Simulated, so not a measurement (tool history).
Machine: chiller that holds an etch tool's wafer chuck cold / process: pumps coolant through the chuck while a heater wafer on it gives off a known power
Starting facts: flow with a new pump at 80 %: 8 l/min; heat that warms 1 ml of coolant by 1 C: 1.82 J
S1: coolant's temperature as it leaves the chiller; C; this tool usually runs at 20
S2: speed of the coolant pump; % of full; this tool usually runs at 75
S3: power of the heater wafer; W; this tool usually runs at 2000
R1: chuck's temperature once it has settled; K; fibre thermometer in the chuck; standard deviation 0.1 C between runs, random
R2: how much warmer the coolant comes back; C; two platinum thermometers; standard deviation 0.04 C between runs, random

run 1 day=0.000 | S1=20 S2=75 S3=2000 | R1=310.35 R2=8.79
run 2 day=2.538 | S1=20 S2=75 S3=2000 | R1=310.05 R2=8.79
run 3 day=5.117 | S1=20 S2=75 S3=2000 | R1=310.05 R2=8.85
run 4 day=7.767 | S1=20 S2=75 S3=2000 | R1=310.05 R2=8.88
run 5 day=9.917 | S1=11 S2=75 S3=2000 | R1=301.05 R2=8.78
run 6 day=11.938 | S1=11 S2=75 S3=2000 | R1=300.95 R2=8.78
run 7 day=14.671 | S1=20 S2=75 S3=2000 | R1=310.05 R2=8.86
run 8 day=16.779 | S1=20 S2=75 S3=1063 | R1=302.35 R2=4.72
run 9 day=19.950 | S1=20 S2=75 S3=1063 | R1=302.15 R2=4.70
run 10 day=21.633 | S1=20 S2=75 S3=1063 | R1=302.25 R2=4.69
run 11 day=24.471 | S1=20 S2=75 S3=2000 | R1=310.15 R2=8.81
run 12 day=27.867 | S1=20 S2=75 S3=2000 | R1=310.25 R2=8.87
run 13 day=31.517 | S1=20 S2=75 S3=2000 | R1=310.05 R2=8.90
run 14 day=33.179 | S1=29 S2=75 S3=2000 | R1=319.15 R2=8.82
run 15 day=36.358 | S1=27 S2=75 S3=2000 | R1=317.15 R2=8.93
run 16 day=39.821 | S1=28 S2=75 S3=2000 | R1=318.25 R2=8.78
run 17 day=41.654 | S1=10 S2=62 S3=1129 | R1=294.55 R2=6.21
run 18 day=44.096 | S1=10 S2=62 S3=1129 | R1=294.45 R2=6.15
run 19 day=46.071 | S1=25 S2=69 S3=2021 | R1=316.45 R2=9.85
run 20 day=49.575 | S1=22 S2=83 S3=1015 | R1=303.05 R2=3.97
run 21 day=52.867 | S1=11 S2=63 S3=1343 | R1=297.35 R2=7.12
run 22 day=56.275 | S1=26 S2=86 S3=1389 | R1=309.45 R2=5.31
run 23 day=60.012 | S1=26 S2=86 S3=1389 | R1=309.65 R2=5.31
run 24 day=62.633 | S1=20 S2=75 S3=1144 | R1=302.95 R2=5.08
run 25 day=64.421 | S1=20 S2=74 S3=1326 | R1=304.55 R2=5.98
run 26 day=66.367 | S1=20 S2=75 S3=2000 | R1=310.15 R2=8.85
run 27 day=68.021 | S1=20 S2=75 S3=2000 | R1=310.15 R2=8.93
run 28 day=71.246 | S1=20 S2=63 S3=1003 | R1=303.25 R2=5.34
run 29 day=74.696 | S1=16 S2=92 S3=1003 | R1=296.35 R2=3.58
run 30 day=77.042 | S1=20 S2=89 S3=2000 | R1=307.85 R2=7.26
run 31 day=80.258 | S1=20 S2=75 S3=1732 | R1=307.75 R2=7.69

Between the runs listed above, the log contained 1 entry, not reproduced here. Where in the sequence does each belong, and how does what the log doesn't record of the tool's condition differ from the listed run before to the listed run after?
Between runs 19 and 20: chiller's thermometer calibrated (day 48.608)
  coolant's true temperature over the reading, C: -0.01 -> 0
